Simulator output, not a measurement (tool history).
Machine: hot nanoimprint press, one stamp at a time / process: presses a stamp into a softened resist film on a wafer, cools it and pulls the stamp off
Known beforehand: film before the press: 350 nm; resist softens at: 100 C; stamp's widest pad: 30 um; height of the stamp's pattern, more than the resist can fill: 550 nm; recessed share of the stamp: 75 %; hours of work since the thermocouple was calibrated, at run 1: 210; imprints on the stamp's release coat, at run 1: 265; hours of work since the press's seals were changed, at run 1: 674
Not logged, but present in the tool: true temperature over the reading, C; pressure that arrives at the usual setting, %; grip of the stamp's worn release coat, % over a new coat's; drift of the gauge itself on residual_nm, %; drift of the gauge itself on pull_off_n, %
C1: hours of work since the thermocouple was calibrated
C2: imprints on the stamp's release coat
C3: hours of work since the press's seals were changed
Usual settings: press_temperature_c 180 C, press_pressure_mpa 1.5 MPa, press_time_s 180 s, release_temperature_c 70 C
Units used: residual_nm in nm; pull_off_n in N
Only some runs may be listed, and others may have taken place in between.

run 1 day=0 | press_temperature_c=180 press_pressure_mpa=1.5 press_time_s=180 release_temperature_c=70 | C1=210 C2=265 C3=674 | residual_nm=165.2 pull_off_n=225
run 2 day=1.217 | press_temperature_c=180 press_pressure_mpa=1.5 press_time_s=180 release_temperature_c=70 | C1=231 C2=404 C3=694 | residual_nm=165.9 pull_off_n=227
-- day=2.504 stamp cleaned and given a new release coat
run 3 day=2.725 | press_temperature_c=180 press_pressure_mpa=1.5 press_time_s=180 release_temperature_c=70 | C1=252 C2=25 C3=715 | residual_nm=165.6 pull_off_n=220
-- day=3.796 plate thermocouple calibrated
run 4 day=4.012 | press_temperature_c=178 press_pressure_mpa=1.5 press_time_s=180 release_temperature_c=70 | C1=4 C2=158 C3=735 | residual_nm=179 pull_off_n=224
run 5 day=5.733 | press_temperature_c=171 press_pressure_mpa=1.5 press_time_s=180 release_temperature_c=70 | C1=33 C2=354 C3=764 | residual_nm=233 pull_off_n=223
run 6 day=6.625 | press_temperature_c=171 press_pressure_mpa=1.5 press_time_s=180 release_temperature_c=74 | C1=48 C2=456 C3=779 | residual_nm=233.7 pull_off_n=217
-- day=7.467 stamp cleaned and given a new release coat
run 7 day=7.967 | press_temperature_c=171 press_pressure_mpa=1.5 press_time_s=180 release_temperature_c=74 | C1=66 C2=57 C3=798 | residual_nm=234.2 pull_off_n=211
run 8 day=9.975 | press_temperature_c=180 press_pressure_mpa=1.5 press_time_s=180 release_temperature_c=70 | C1=100 C2=287 C3=832 | residual_nm=165.4 pull_off_n=226
run 9 day=11.304 | press_temperature_c=180 press_pressure_mpa=1.5 press_time_s=180 release_temperature_c=70 | C1=123 C2=439 C3=854 | residual_nm=165.5 pull_off_n=220
-- day=12.342 stamp cleaned and given a new release coat
run 10 day=12.767 | press_temperature_c=180 press_pressure_mpa=1.5 press_time_s=180 release_temperature_c=63 | C1=143 C2=48 C3=874 | residual_nm=165.9 pull_off_n=240
-- day=14.142 press's hydraulic seals changed and the load cell set to zero
run 11 day=14.617 | press_temperature_c=180 press_pressure_mpa=1.5 press_time_s=180 release_temperature_c=70 | C1=169 C2=221 C3=8 | residual_nm=166.2 pull_off_n=222
run 12 day=16.292 | press_temperature_c=180 press_pressure_mpa=1.5 press_time_s=180 release_temperature_c=70 | C1=197 C2=413 C3=36 | residual_nm=166.3 pull_off_n=225
-- day=17.596 stamp cleaned and given a new release coat
run 13 day=18.425 | press_temperature_c=180 press_pressure_mpa=1.5 press_time_s=180 release_temperature_c=70 | C1=229 C2=95 C3=68 | residual_nm=166 pull_off_n=223
run 14 day=20.004 | press_temperature_c=180 press_pressure_mpa=1.5 press_time_s=180 release_temperature_c=70 | C1=256 C2=275 C3=95 | residual_nm=167 pull_off_n=223
-- day=20.858 plate thermocouple calibrated
run 15 day=21.167 | press_temperature_c=180 press_pressure_mpa=1.5 press_time_s=180 release_temperature_c=70 | C1=5 C2=394 C3=112 | residual_nm=165 pull_off_n=226
-- day=22.558 stamp cleaned and given a new release coat
run 16 day=23.312 | press_temperature_c=183 press_pressure_mpa=1.5 press_time_s=307 release_temperature_c=73 | C1=37 C2=86 C3=144 | residual_nm=118 pull_off_n=216
run 17 day=24.5 | press_temperature_c=180 press_pressure_mpa=1.59 press_time_s=180 release_temperature_c=70 | C1=57 C2=222 C3=164 | residual_nm=161.6 pull_off_n=221
run 18 day=25.467 | press_temperature_c=180 press_pressure_mpa=1.65 press_time_s=344 release_temperature_c=70 | C1=74 C2=332 C3=181 | residual_nm=124.3 pull_off_n=224
-- day=27.362 stamp cleaned and given a new release coat
run 19 day=27.529 | press_temperature_c=189 press_pressure_mpa=0.94 press_time_s=232 release_temperature_c=73 | C1=104 C2=19 C3=211 | residual_nm=129.7 pull_off_n=217
run 20 day=29.508 | press_temperature_c=176 press_pressure_mpa=1.81 press_time_s=232 release_temperature_c=77 | C1=138 C2=245 C3=245 | residual_nm=165.8 pull_off_n=205
run 21 day=30.5 | press_temperature_c=176 press_pressure_mpa=0.97 press_time_s=232 release_temperature_c=77 | C1=154 C2=359 C3=262 | residual_nm=214 pull_off_n=205
-- day=32.125 stamp cleaned and given a new release coat
run 22 day=32.679 | press_temperature_c=176 press_pressure_mpa=0.97 press_time_s=232 release_temperature_c=77 | C1=187 C2=63 C3=294 | residual_nm=214.4 pull_off_n=204

What does the tool deliver on the next run?
run 23 day=33.754 | press_temperature_c=176 press_pressure_mpa=0.97 press_time_s=232 release_temperature_c=77 | C1=205 C2=186 C3=312 | residual_nm=? pull_off_n=?

residual_nm: 214.1 nm
pull_off_n: 200 N
With the hidden condition absent and the run-to-run variation left alone, this run would have shown residual_nm 211.2 nm, pull_off_n 200 N.
